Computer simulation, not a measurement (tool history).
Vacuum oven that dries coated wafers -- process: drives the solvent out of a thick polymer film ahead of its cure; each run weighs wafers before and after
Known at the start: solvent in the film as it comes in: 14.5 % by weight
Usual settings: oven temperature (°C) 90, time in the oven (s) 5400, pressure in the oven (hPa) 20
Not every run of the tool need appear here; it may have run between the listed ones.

run,hour,oven temperature (°C),time in the oven (s),pressure in the oven (hPa),solvent left in the film (%)
1,0,90,5400,20,3.72
2,17.4,90,5400,20,3.71
3,34.2,90,5400,20,3.74
4,43.8,90,5400,20,3.73
5,61.3,90,4200,20,4.66
6,76.1,90,4200,20,4.66
7,93.8,90,4200,20,4.66
8,111.7,90,5400,20,3.71
9,119.9,90,5400,20,3.73
10,134,90,5400,20,3.73
11,150.5,90,5400,20,3.72
12,159.7,90,5400,20,3.73
13,177.9,90,5400,20,3.74
14,189.8,103,5400,20,1.22
15,202.2,103,5400,20,1.21
# hour 204.9: vacuum gauge cleaned of residue and calibrated
16,214.2,90,5400,20,3.75
17,228,90,5400,20,3.76
18,245.3,90,5400,20,3.75
19,260.9,90,5400,20,3.76
# hour 271.1: vacuum gauge cleaned of residue and calibrated, once more
20,280.8,102,4440,20,1.63
21,291.4,102,4440,20,1.6
22,299,85,4140,29.5,6.63
23,312.3,90,5400,13.1,3.27
24,322.5,101,8700,15.3,0.76
25,332.8,101,8700,12.1,0.64
26,347.5,101,8700,12.1,0.61
27,356.3,98,7560,39.5,2.21
28,372.3,98,7560,39.5,2.22
29,383,100,7560,46.2,2.27

The next listed run, before its measurement:
30,393.2,100,2940,63,?

Run 30 came out at solvent left in the film (%) 4.8.
Without the tool's hidden state the same run would have given solvent left in the film (%) 4.96.
